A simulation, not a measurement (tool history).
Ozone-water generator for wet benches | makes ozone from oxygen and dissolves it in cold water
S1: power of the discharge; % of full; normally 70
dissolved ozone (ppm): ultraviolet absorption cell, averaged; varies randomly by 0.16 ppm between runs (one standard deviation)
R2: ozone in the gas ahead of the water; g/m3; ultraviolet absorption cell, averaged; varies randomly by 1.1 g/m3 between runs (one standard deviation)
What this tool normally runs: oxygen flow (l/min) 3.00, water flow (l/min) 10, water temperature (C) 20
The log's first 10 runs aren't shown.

Run 11, hour 411.6: usual settings but S1 48 % of full, oxygen flow (l/min) 1.77, water temperature (C) 23. Result: dissolved ozone (ppm) 15.4, R2 207.8 g/m3.
Run 12, hour 446.0: usual settings but S1 48 % of full, oxygen flow (l/min) 1.77, water temperature (C) 23. Result: dissolved ozone (ppm) 15.1, R2 207.1 g/m3.
Run 13, hour 476.3: usual settings. Result: dissolved ozone (ppm) 18.3, R2 180.6 g/m3.
Run 14, hour 506.6: usual settings but water flow (l/min) 7. Result: dissolved ozone (ppm) 24.5, R2 180.1 g/m3.
Run 15, hour 534.8: usual settings but water flow (l/min) 7. Result: dissolved ozone (ppm) 25.0, R2 180.5 g/m3.
Run 16, hour 570.3: usual settings but water flow (l/min) 7. Result: dissolved ozone (ppm) 24.7, R2 179.1 g/m3.
Run 17, hour 604.3: usual settings but water flow (l/min) 7, water temperature (C) 19. Result: dissolved ozone (ppm) 25.0, R2 181.5 g/m3.
Run 18, hour 639.6: usual settings but S1 79 % of full, oxygen flow (l/min) 2.84, water temperature (C) 16. Result: dissolved ozone (ppm) 21.0, R2 200.5 g/m3.
Run 19, hour 681.7: usual settings but S1 78 % of full, oxygen flow (l/min) 3.87, water temperature (C) 16. Result: dissolved ozone (ppm) 19.7, R2 160.9 g/m3.
Run 20, hour 708.6: usual settings but S1 86 % of full, oxygen flow (l/min) 2.36, water flow (l/min) 12, water temperature (C) 19. Result: dissolved ozone (ppm) 18.0, R2 234.2 g/m3.
Run 21, hour 760.3: usual settings but S1 93 % of full, water flow (l/min) 8, water temperature (C) 19. Result: dissolved ozone (ppm) 26.5, R2 207.2 g/m3.
Run 22, hour 795.5: usual settings but S1 93 % of full, water flow (l/min) 8, water temperature (C) 19. Result: dissolved ozone (ppm) 26.3, R2 209.6 g/m3.
Run 23, hour 823.3: usual settings but water flow (l/min) 12, water temperature (C) 27. Result: dissolved ozone (ppm) 13.9, R2 178.1 g/m3.
Run 24, hour 875.8: usual settings but water flow (l/min) 12, water temperature (C) 27. Result: dissolved ozone (ppm) 13.6, R2 177.5 g/m3.
Run 25, hour 919.1: usual settings but S1 77 % of full, oxygen flow (l/min) 1.80, water flow (l/min) 9. Result: dissolved ozone (ppm) 22.5, R2 265.4 g/m3.
At hour 945.5: contactor cleaned.
Run 26, hour 977.2: usual settings but S1 77 % of full, oxygen flow (l/min) 1.80, water flow (l/min) 9. Result: dissolved ozone (ppm) 23.8, R2 264.9 g/m3.
Run 27, hour 1028.1: usual settings but water flow (l/min) 8, water temperature (C) 15. Result: dissolved ozone (ppm) 25.2, R2 176.6 g/m3.
Run 28, hour 1055.6: usual settings but S1 51 % of full, water flow (l/min) 9, water temperature (C) 24. Result: dissolved ozone (ppm) 16.6, R2 150.8 g/m3.
Run 29, hour 1089.5: usual settings but water flow (l/min) 9, water temperature (C) 14. Result: dissolved ozone (ppm) 22.9, R2 178.0 g/m3.
Run 30, hour 1121.7: usual settings but oxygen flow (l/min) 2.17, water flow (l/min) 7. Result: dissolved ozone (ppm) 27.0, R2 221.3 g/m3.
Run 31, hour 1165.5: usual settings but oxygen flow (l/min) 2.17, water flow (l/min) 7. Result: dissolved ozone (ppm) 27.2, R2 219.0 g/m3.
Run 32, hour 1211.6: usual settings but S1 87 % of full, oxygen flow (l/min) 3.81, water flow (l/min) 7, water temperature (C) 12. Result: dissolved ozone (ppm) 31.3, R2 169.3 g/m3.
Run 33, hour 1236.5: usual settings but S1 52 % of full, oxygen flow (l/min) 2.08, water flow (l/min) 8, water temperature (C) 15. Result: dissolved ozone (ppm) 22.0, R2 192.2 g/m3.
Run 34, hour 1271.8: usual settings but S1 52 % of full, oxygen flow (l/min) 2.08, water flow (l/min) 8, water temperature (C) 15. Result: dissolved ozone (ppm) 22.4, R2 193.1 g/m3.

Forecast each of these 3 alternatives for the next run:
Run A, hour 1307.7: usual settings but S1 52 % of full, oxygen flow (l/min) 2.08, water temperature (C) 15. Result: dissolved ozone (ppm) ?, R2 ?.
Run B, hour 1307.7: usual settings but oxygen flow (l/min) 4.79, water flow (l/min) 7. Result: dissolved ozone (ppm) ?, R2 ?.
Run C, hour 1307.7: usual settings but water flow (l/min) 7. Result: dissolved ozone (ppm) ?, R2 ?.

run  dissolved ozone (ppm)     R2
  A                   17.8  193.2
  B                   21.8  128.9
  C                   25.2  177.6
Stripped of hidden state, with their random variation kept, the same runs would have yielded:
run  dissolved ozone (ppm)     R2
  A                   18.6  200.8
  B                   23.0  135.0
  C                   26.6  186.0

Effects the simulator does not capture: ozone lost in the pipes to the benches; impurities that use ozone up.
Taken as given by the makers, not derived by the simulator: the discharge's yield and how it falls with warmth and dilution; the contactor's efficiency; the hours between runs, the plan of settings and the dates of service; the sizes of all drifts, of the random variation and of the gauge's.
